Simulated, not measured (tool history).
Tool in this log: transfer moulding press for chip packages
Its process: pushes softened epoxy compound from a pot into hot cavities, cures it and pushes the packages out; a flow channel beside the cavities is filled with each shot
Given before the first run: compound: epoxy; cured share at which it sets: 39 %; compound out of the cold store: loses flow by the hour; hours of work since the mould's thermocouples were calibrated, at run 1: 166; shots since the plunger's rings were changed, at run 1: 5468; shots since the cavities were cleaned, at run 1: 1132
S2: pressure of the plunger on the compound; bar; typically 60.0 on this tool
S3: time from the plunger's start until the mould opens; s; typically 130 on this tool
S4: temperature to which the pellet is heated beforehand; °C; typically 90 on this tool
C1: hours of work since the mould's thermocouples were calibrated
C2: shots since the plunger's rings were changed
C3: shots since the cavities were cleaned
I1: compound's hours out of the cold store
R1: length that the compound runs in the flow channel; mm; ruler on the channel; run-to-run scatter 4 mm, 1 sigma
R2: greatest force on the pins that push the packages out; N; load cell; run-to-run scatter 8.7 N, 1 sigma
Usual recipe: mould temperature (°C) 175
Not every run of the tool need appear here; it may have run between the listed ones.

{"run": 1, "hour": 0.0, "mould temperature (°C)": 175, "S2": 60.0, "S3": 130, "S4": 90, "C1": 166, "C2": 5468, "C3": 1132, "I1": 15.2, "R1": 720, "R2": 388}
{"hour": 6.1, "done": "cavities cleaned with cleaning compound and waxed"}
{"run": 2, "hour": 10.0, "mould temperature (°C)": 175, "S2": 60.0, "S3": 130, "S4": 90, "C1": 170, "C2": 5523, "C3": 26, "I1": 18.5, "R1": 709, "R2": 393}
{"run": 3, "hour": 16.4, "mould temperature (°C)": 175, "S2": 60.0, "S3": 130, "S4": 90, "C1": 172, "C2": 5563, "C3": 66, "I1": 35.8, "R1": 648, "R2": 400}
{"run": 4, "hour": 24.7, "mould temperature (°C)": 175, "S2": 60.0, "S3": 130, "S4": 90, "C1": 176, "C2": 5616, "C3": 119, "I1": 12.1, "R1": 735, "R2": 380}
{"run": 5, "hour": 28.7, "mould temperature (°C)": 175, "S2": 60.0, "S3": 130, "S4": 90, "C1": 178, "C2": 5642, "C3": 145, "I1": 41.5, "R1": 632, "R2": 375}
{"run": 6, "hour": 35.1, "mould temperature (°C)": 175, "S2": 60.0, "S3": 130, "S4": 90, "C1": 181, "C2": 5683, "C3": 186, "I1": 46.8, "R1": 620, "R2": 368}
{"run": 7, "hour": 41.8, "mould temperature (°C)": 167, "S2": 54.5, "S3": 130, "S4": 88, "C1": 184, "C2": 5726, "C3": 229, "I1": 38.0, "R1": 635, "R2": 571}
{"run": 8, "hour": 47.3, "mould temperature (°C)": 167, "S2": 62.9, "S3": 130, "S4": 88, "C1": 187, "C2": 5760, "C3": 263, "I1": 19.1, "R1": 756, "R2": 581}
{"run": 9, "hour": 54.7, "mould temperature (°C)": 167, "S2": 62.9, "S3": 130, "S4": 88, "C1": 190, "C2": 5808, "C3": 311, "I1": 27.0, "R1": 718, "R2": 553}
{"run": 10, "hour": 63.4, "mould temperature (°C)": 168, "S2": 60.4, "S3": 148, "S4": 95, "C1": 194, "C2": 5863, "C3": 366, "I1": 19.0, "R1": 733, "R2": 444}
{"run": 11, "hour": 72.5, "mould temperature (°C)": 179, "S2": 69.1, "S3": 162, "S4": 90, "C1": 198, "C2": 5921, "C3": 424, "I1": 30.7, "R1": 706, "R2": 351}
{"run": 12, "hour": 77.4, "mould temperature (°C)": 175, "S2": 60.2, "S3": 139, "S4": 82, "C1": 200, "C2": 5953, "C3": 456, "I1": 32.7, "R1": 660, "R2": 364}

Here are 3 independent what-if runs from the current tool condition. What would each one return?
{"run": "A", "hour": 82.6, "mould temperature (°C)": 169, "S2": 60.2, "S3": 139, "S4": 82, "C1": 203, "C2": 5986, "C3": 489, "I1": 42.2, "R1": "?", "R2": "?"}
{"run": "B", "hour": 82.6, "mould temperature (°C)": 170, "S2": 60.2, "S3": 139, "S4": 93, "C1": 203, "C2": 5986, "C3": 489, "I1": 19.8, "R1": "?", "R2": "?"}
{"run": "C", "hour": 82.6, "mould temperature (°C)": 179, "S2": 60.0, "S3": 130, "S4": 90, "C1": 203, "C2": 5986, "C3": 489, "I1": 19.4, "R1": "?", "R2": "?"}

run=A R1=644 R2=429
run=B R1=726 R2=437
run=C R1=686 R2=367
Stripped of hidden state, with their random variation kept, the same runs would have yielded:
run=A R1=645 R2=426
run=B R1=726 R2=435
run=C R1=686 R2=365

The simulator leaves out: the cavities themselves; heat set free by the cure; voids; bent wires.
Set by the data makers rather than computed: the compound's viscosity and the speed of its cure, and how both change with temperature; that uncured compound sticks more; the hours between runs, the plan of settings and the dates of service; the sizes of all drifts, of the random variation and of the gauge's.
